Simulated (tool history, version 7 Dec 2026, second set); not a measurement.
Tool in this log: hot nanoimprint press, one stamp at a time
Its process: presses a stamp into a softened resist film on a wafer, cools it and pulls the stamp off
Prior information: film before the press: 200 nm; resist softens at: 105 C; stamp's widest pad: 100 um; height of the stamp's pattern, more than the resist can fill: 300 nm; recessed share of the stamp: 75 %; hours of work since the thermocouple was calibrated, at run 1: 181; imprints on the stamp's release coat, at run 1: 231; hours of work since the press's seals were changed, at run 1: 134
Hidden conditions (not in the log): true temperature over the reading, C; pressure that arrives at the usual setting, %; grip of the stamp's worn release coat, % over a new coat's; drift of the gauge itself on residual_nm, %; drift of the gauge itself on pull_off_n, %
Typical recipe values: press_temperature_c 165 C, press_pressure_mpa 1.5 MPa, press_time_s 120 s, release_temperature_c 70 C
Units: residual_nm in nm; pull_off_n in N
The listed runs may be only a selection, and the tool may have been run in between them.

run,day,press_temperature_c,press_pressure_mpa,press_time_s,release_temperature_c,hours of work since the thermocouple was calibrated,imprints on the stamp's release coat,hours of work since the press's seals were changed,residual_nm,pull_off_n
1,0,165,1.5,120,70,181,231,134,96.8,117
2,2.942,165,1.5,120,70,237,611,189,96.5,117
3,5.321,165,1.5,186,70,281,917,233,84.3,119
4,7.854,165,1.38,120,70,328,1244,281,99.9,119
# day 8.325: plate thermocouple calibrated
# day 8.825: stamp cleaned and given a new release coat
5,11.467,165,1.38,120,70,54,341,341,102,119
6,13.671,165,2.33,120,70,95,625,382,74.9,116
7,15.546,153,1.5,120,70,130,866,417,153.2,117
8,17.508,153,1.5,120,70,167,1120,454,153.1,119
# day 19.554: stamp cleaned and given a new release coat
9,20.788,165,1.5,64,65,224,159,511,115.9,121
10,23.029,161,1.16,208,72,266,448,553,110,112
11,25.575,161,1.16,208,72,313,777,600,110.4,118
# day 26.825: plate thermocouple calibrated
12,27.408,161,1.16,208,72,11,997,632,110.8,116
13,29.479,161,1.73,208,74,50,1264,671,89.6,112
# day 30.383: stamp cleaned and given a new release coat
14,32.646,161,1.73,208,74,104,292,726,89.9,112
15,36.175,161,1.73,208,74,170,746,792,89.3,112
16,39.554,161,1.73,208,74,234,1182,855,90,110

Predict each of these 4 candidate next runs independently; none follows another, all start after run 16:
# day 41.133: stamp cleaned and given a new release coat
A,43.071,160,1.73,208,74,295,250,916,?,?
# day 41.133: stamp cleaned and given a new release coat
B,43.071,165,1.75,62,70,295,250,916,?,?
# day 41.133: stamp cleaned and given a new release coat
C,43.071,156,1.5,120,69,295,250,916,?,?
# day 41.133: stamp cleaned and given a new release coat
D,43.071,161,1.29,208,74,295,250,916,?,?

run,residual_nm,pull_off_n
A,92.5,112
B,108.7,118
C,138,115
D,104.8,114
What these runs would have given with no unlogged condition in the tool:
run,residual_nm,pull_off_n
A,92.8,111
B,109,118
C,138.4,115
D,105.2,114
